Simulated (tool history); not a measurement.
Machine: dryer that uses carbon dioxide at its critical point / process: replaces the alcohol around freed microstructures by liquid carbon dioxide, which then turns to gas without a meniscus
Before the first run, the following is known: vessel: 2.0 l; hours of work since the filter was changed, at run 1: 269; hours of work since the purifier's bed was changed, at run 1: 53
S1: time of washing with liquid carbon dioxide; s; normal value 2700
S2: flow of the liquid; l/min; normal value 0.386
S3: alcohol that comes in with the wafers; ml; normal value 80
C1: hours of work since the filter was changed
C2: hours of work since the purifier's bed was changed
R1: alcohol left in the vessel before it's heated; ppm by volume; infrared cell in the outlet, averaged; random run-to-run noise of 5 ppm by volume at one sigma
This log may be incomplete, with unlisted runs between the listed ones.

run,hour,S1,S2,S3,C1,C2,R1
1,0,2700,0.386,80,269,53,19
2,7.3,2700,0.558,80,273,57,13
3,16.4,2700,0.558,80,278,61,15
4,21.6,2700,0.558,80,280,64,13
# hour 25.5: inlet filter changed
5,28.2,3900,0.386,80,1,67,6
6,35.8,3240,0.386,80,5,71,5
7,40.6,2700,0.386,80,8,73,16
8,46.4,2700,0.386,62,11,76,12
9,52.4,2700,0.386,80,14,79,21
10,57.2,2700,0.386,80,16,81,22
11,62,2700,0.386,80,18,84,19
12,69,2700,0.386,80,22,87,12
13,77.5,2700,0.386,80,26,92,17
14,87,2700,0.386,80,31,96,16
15,93.4,2700,0.386,80,34,100,20
16,102.4,2700,0.386,80,39,104,26
17,108.6,2700,0.386,80,42,107,21
18,113.8,2700,0.386,80,45,110,10
19,120.4,2700,0.506,80,48,113,7
20,128.4,2700,0.636,80,52,117,11
21,132.9,2700,0.636,80,54,120,18
22,139.7,2700,0.627,80,58,123,15
23,146.1,2700,0.386,80,61,126,26
24,152.1,4020,0.386,80,64,129,4
25,159.2,4020,0.386,80,68,133,15
26,165.7,4020,0.386,80,71,136,12
27,173.8,3900,0.307,79,75,140,19
28,182.7,3900,0.307,79,79,145,24
29,189.4,3900,0.274,21,83,148,16
30,194.5,1860,0.633,70,85,151,18
31,201.8,1860,0.633,70,89,154,13
32,209,3120,0.353,80,93,158,23
33,215.3,3120,0.353,80,96,161,16
34,223.6,3120,0.353,80,100,166,25
35,229.5,2160,0.266,31,103,168,203
36,237.4,1740,0.574,37,107,172,29
37,244.7,2700,0.386,33,111,176,21
38,252.6,2700,0.598,60,115,180,23
39,259.7,2400,0.412,73,118,184,34
40,264.7,3840,0.386,33,121,186,12
41,272.8,3300,0.454,25,125,190,8
42,278.8,3720,0.425,36,128,193,19
43,286,1740,0.334,110,132,197,621
44,290.9,1740,0.334,110,134,200,660
45,300,1740,0.334,110,139,204,644
46,309.3,2040,0.418,39,143,209,40
47,317.9,1800,0.623,52,148,213,21

What would each run have given without the hidden state, its run-to-run variation left as it was?
Hidden state at play: flow that reaches the vessel past the clogged filter, %; alcohol in the recycled carbon dioxide, ppm; drift of the gauge itself on alcohol_ppm, %.
run,R1
1,7
2,9
3,11
4,8
5,2
6,0
7,10
8,7
9,15
10,16
11,13
12,6
13,10
14,9
15,13
16,18
17,13
18,2
19,0
20,4
21,11
22,8
23,17
24,0
25,7
26,4
27,9
28,15
29,6
30,8
31,3
32,12
33,4
34,14
35,166
36,17
37,9
38,12
39,18
40,1
41,0
42,7
43,505
44,534
45,520
46,21
47,7
